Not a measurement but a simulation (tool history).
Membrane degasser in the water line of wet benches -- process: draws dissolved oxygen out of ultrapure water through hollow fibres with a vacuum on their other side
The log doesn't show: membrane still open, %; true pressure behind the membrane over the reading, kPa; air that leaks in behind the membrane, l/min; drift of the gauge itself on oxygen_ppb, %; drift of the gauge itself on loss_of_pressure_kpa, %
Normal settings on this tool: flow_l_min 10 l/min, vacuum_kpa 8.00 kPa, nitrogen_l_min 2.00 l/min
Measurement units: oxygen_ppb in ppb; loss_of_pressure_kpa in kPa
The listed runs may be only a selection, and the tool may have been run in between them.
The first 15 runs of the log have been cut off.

run,day,flow_l_min,vacuum_kpa,nitrogen_l_min,hours since the membrane was changed,hours since the vacuum gauge was calibrated,hours since the vacuum lines were made tight,oxygen_ppb,loss_of_pressure_kpa
16,87.779,10,8.00,4.36,7342,4153,3522,28.8,33.50
17,93.804,15,11.28,1.86,7486,4298,3667,164.6,50.53
18,100.621,15,11.28,1.86,7650,4462,3830,163.5,50.25
19,105.221,10,8.00,1.21,7761,4572,3941,95.1,33.32
20,108.638,10,8.00,1.21,7842,4654,4023,97.1,33.16
21,116.254,7,8.00,5.50,8025,4837,4206,15.5,23.06
22,122.225,9,7.14,2.68,8169,4980,4349,33.3,30.09
23,126.871,7,12.60,2.00,8280,5092,4460,80.8,23.22
24,131.221,10,11.10,4.09,8385,5196,4565,50.5,33.51
25,137.608,10,11.10,4.09,8538,5349,4718,49.5,33.37
26,145.546,8,10.73,0.91,8728,5540,4909,154.7,26.99
27,153.283,8,12.36,5.26,8914,5726,5094,34.8,26.65
28,160.392,14,8.00,4.47,9085,5896,5265,46.4,46.00
29,166.979,14,16.06,4.41,9243,6054,5423,108.4,46.11
30,174.733,7,7.73,1.37,9429,6240,5609,56.6,23.13
31,179.058,7,7.73,1.37,9533,6344,5713,57.1,23.22
32,185.042,10,7.28,1.24,9676,6488,5857,81.8,33.19

Forecast each of these 4 alternatives for the next run:
# day 187.754: gauge calibrated
A,189.750,8,7.28,5.23,9789,6601,5969,?,?
# day 187.754: gauge calibrated
B,189.750,15,9.06,1.24,9789,6601,5969,?,?
# day 187.754: gauge calibrated
C,189.750,14,7.55,2.00,9789,6601,5969,?,?
# day 187.754: gauge calibrated
D,189.750,13,8.81,2.00,9789,6601,5969,?,?

run,oxygen_ppb,loss_of_pressure_kpa
A,15.8,26.91
B,175.2,50.94
C,82.3,47.54
D,94.4,44.38
Without the tool's hidden state the same runs would have given:
run,oxygen_ppb,loss_of_pressure_kpa
A,15.8,26.87
B,174.7,50.86
C,82.0,47.46
D,94.1,44.31
